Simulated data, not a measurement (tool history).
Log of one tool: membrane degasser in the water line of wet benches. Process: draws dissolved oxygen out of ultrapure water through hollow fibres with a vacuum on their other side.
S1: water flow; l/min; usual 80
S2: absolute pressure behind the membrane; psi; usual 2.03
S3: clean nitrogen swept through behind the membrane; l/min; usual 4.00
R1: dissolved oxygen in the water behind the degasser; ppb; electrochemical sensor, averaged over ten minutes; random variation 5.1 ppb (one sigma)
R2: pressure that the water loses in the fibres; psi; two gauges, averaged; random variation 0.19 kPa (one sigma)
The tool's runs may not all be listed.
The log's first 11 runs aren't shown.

run	day	S1	S2	S3	R1	R2
12	129.829	80	2.03	4.00	510.9	5.292
13	139.254	80	2.03	4.00	501.0	5.332
14	151.825	80	2.03	4.00	513.1	5.311
15	163.483	64	2.03	4.00	406.2	4.228
16	170.392	80	2.03	4.00	507.0	5.313
17	176.900	80	2.03	10.64	249.7	5.294
18	191.479	80	1.94	4.80	424.1	5.269
19	202.288	71	1.96	4.00	435.2	4.695
20	216.054	80	1.86	10.54	228.3	5.266
21	226.483	74	1.41	1.78	547.1	4.882
22	234.850	50	1.41	6.93	123.9	3.292
23	248.958	80	4.38	3.78	1150.2	5.194
24	257.329	75	4.29	10.25	480.2	4.911
25	264.642	69	2.36	11.70	220.2	4.515
# day 272.046: vacuum gauge calibrated
26	272.054	53	1.28	2.79	248.6	3.426
27	281.733	53	1.28	2.79	250.6	3.442
# day 290.021: gauge calibrated
28	292.246	53	1.28	2.79	246.0	3.566
29	306.138	53	1.28	2.79	250.2	3.517
30	317.229	60	4.35	11.91	342.5	4.012
31	329.379	113	2.42	6.17	656.7	7.548
32	341.958	80	2.65	4.00	692.3	5.362
33	353.658	80	2.90	4.00	741.6	5.342

Forecast each of these 3 alternatives for the next run:
A	364.733	94	1.89	4.71	?	?
B	364.733	98	1.83	2.15	?	?
C	364.733	50	2.05	4.00	?	?

run	R1	R2
A	511.6	6.332
B	850.8	6.576
C	322.4	3.333
Without the tool's hidden state the same runs would have given:
run	R1	R2
A	511.2	6.369
B	850.3	6.614
C	322.3	3.352
